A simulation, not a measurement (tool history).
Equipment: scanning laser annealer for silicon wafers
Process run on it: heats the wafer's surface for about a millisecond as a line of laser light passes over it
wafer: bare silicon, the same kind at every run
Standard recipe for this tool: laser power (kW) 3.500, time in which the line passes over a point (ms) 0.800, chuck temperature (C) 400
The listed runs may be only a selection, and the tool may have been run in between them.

run	hour	laser power (kW)	time in which the line passes over a point (ms)	chuck temperature (C)	highest temperature of the surface (C)
1	0.0	3.500	0.800	400	1163
2	30.3	3.500	0.800	400	1159
3	50.5	3.500	0.800	424	1185
4	89.5	3.500	0.800	400	1157
5	109.9	3.500	0.800	400	1160
6	136.3	3.500	0.800	400	1154
7	166.6	3.500	0.800	400	1153
8	191.5	3.747	0.800	400	1207
9	230.1	3.082	0.800	400	1061
10	270.5	3.082	0.800	400	1057
11	304.3	3.276	0.644	432	1057
12	329.4	3.489	0.932	400	1207
13	352.9	3.694	0.704	387	1125
14	379.9	3.694	0.704	387	1122
15	400.1	3.694	0.704	387	1123
16	424.4	3.832	0.889	371	1236
17	453.9	3.332	0.827	402	1121
18	497.3	3.525	0.756	395	1118

Each row is a separate what-if for the run after 18, all from the same tool condition, not one after another. Results?
A	538.6	3.196	0.733	395	?
B	538.6	3.798	0.937	436	?
C	538.6	3.818	0.763	431	?
D	538.6	3.466	0.756	395	?

run	highest temperature of the surface (C)
A	1035
B	1309
C	1216
D	1103
Stripped of hidden state, with their random variation kept, the same runs would have yielded:
run	highest temperature of the surface (C)
A	1080
B	1370
C	1272
D	1153
